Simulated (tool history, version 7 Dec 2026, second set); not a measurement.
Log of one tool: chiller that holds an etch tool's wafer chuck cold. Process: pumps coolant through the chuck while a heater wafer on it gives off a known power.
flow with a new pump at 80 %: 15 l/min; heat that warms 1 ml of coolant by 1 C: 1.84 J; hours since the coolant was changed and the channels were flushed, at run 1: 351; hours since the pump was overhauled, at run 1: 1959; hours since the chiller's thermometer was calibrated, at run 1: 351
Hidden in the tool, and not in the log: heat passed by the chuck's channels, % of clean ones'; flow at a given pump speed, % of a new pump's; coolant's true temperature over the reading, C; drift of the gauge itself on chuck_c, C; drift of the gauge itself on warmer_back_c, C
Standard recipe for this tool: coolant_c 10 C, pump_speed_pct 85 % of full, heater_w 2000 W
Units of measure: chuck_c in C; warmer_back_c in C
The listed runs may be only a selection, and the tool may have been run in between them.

| run | hour | coolant_c | pump_speed_pct | heater_w | hours since the coolant was changed and the channels were flushed | hours since the pump was overhauled | hours since the chiller's thermometer was calibrated | chuck_c | warmer_back_c |
|---|---|---|---|---|---|---|---|---|---|
| 1 | 0 | 10 | 85 | 2000 | 351 | 1959 | 351 | 24.8 | 4.08 |
| 2 | 60.6 | 10 | 85 | 2000 | 411 | 2019 | 411 | 24.7 | 4.09 |
| 3 | 98.6 | 18 | 85 | 2000 | 449 | 2057 | 449 | 32.7 | 4.1 |
| 4 | 142 | 18 | 85 | 2000 | 493 | 2100 | 493 | 32.8 | 4.09 |
| 5 | 184.8 | 10 | 85 | 2000 | 536 | 2143 | 536 | 24.7 | 4.15 |
| 6 | 215.8 | 10 | 95 | 2000 | 567 | 2174 | 567 | 24 | 3.69 |
| 7 | 285.9 | 10 | 85 | 2000 | 637 | 2244 | 637 | 25.1 | 4.06 |
| 8 | 320.1 | 10 | 85 | 2000 | 671 | 2279 | 671 | 24.8 | 4.16 |
| 9 | 387.9 | 10 | 85 | 2000 | 739 | 2346 | 739 | 24.8 | 4.09 |
| 10 | 455.1 | 10 | 85 | 1199 | 806 | 2414 | 806 | 18.9 | 2.41 |
| 11 | 486.3 | 10 | 85 | 1199 | 837 | 2445 | 837 | 18.9 | 2.47 |
| 12 | 521 | 10 | 85 | 1199 | 872 | 2479 | 872 | 18.9 | 2.42 |
| 13 | 588.6 | 10 | 85 | 1199 | 939 | 2547 | 939 | 18.8 | 2.44 |
| 14 | 650.1 | 10 | 85 | 1199 | 1001 | 2609 | 1001 | 18.9 | 2.45 |
| 15 | 720.4 | 10 | 85 | 1199 | 1071 | 2679 | 1071 | 18.8 | 2.49 |
| 16 | 778.5 | 10 | 85 | 1199 | 1129 | 2737 | 1129 | 18.9 | 2.55 |
| 17 | 808.7 | 10 | 65 | 1875 | 1160 | 2767 | 1160 | 26.1 | 4.99 |
| 18 | 877.1 | 10 | 65 | 1875 | 1228 | 2836 | 1228 | 26 | 5.04 |
| 19 | 935.9 | 10 | 65 | 1875 | 1287 | 2894 | 1287 | 26.1 | 4.95 |
| 20 | 988.7 | 3 | 80 | 1681 | 1340 | 2947 | 1340 | 15.8 | 3.65 |
| 21 | 1025.6 | 7 | 65 | 1192 | 1376 | 2984 | 1376 | 17.1 | 3.2 |
| 22 | 1061.4 | 7 | 69 | 1192 | 1412 | 3020 | 1412 | 16.9 | 3.02 |
| 23 | 1113.4 | 9 | 70 | 2114 | 1464 | 3072 | 1464 | 26.5 | 5.26 |
| 24 | 1158.5 | 12 | 85 | 2244 | 1509 | 3117 | 1509 | 28.5 | 4.62 |
| 25 | 1207.6 | 12 | 85 | 2244 | 1558 | 3166 | 1558 | 28.6 | 4.56 |
| 26 | 1247.5 | 14 | 85 | 2385 | 1598 | 3206 | 1598 | 31.8 | 4.92 |
| 27 | 1303.1 | 14 | 85 | 2385 | 1654 | 3262 | 1654 | 31.6 | 4.87 |
| 28 | 1361 | 10 | 85 | 2000 | 1712 | 3319 | 1712 | 24.9 | 4.11 |
| 29 | 1424.5 | 7 | 90 | 1570 | 1775 | 3383 | 1775 | 18.3 | 3.04 |
| 30 | 1481 | 10 | 60 | 2000 | 1832 | 3440 | 1832 | 27.8 | 5.84 |
| 31 | 1551.4 | 10 | 60 | 2000 | 1902 | 3510 | 1902 | 27.9 | 5.83 |

Forecast each of these 5 alternatives for the next run:
| A | 1594.9 | 9 | 72 | 1101 | 1946 | 3553 | 1946 | ? | ? |
| B | 1594.9 | 17 | 96 | 2655 | 1946 | 3553 | 1946 | ? | ? |
| C | 1594.9 | 17 | 83 | 2873 | 1946 | 3553 | 1946 | ? | ? |
| D | 1594.9 | 20 | 91 | 2000 | 1946 | 3553 | 1946 | ? | ? |
| E | 1594.9 | 13 | 85 | 2000 | 1946 | 3553 | 1946 | ? | ? |

| run | chuck_c | warmer_back_c |
|---|---|---|
| A | 18 | 2.66 |
| B | 35.5 | 4.86 |
| C | 38.5 | 5.95 |
| D | 34.2 | 3.83 |
| E | 27.9 | 4.08 |
Had the tool no hidden state, the same runs would have come out as:
| run | chuck_c | warmer_back_c |
|---|---|---|
| A | 18 | 2.66 |
| B | 35.4 | 4.85 |
| C | 38.4 | 5.94 |
| D | 34.2 | 3.83 |
| E | 27.9 | 4.07 |

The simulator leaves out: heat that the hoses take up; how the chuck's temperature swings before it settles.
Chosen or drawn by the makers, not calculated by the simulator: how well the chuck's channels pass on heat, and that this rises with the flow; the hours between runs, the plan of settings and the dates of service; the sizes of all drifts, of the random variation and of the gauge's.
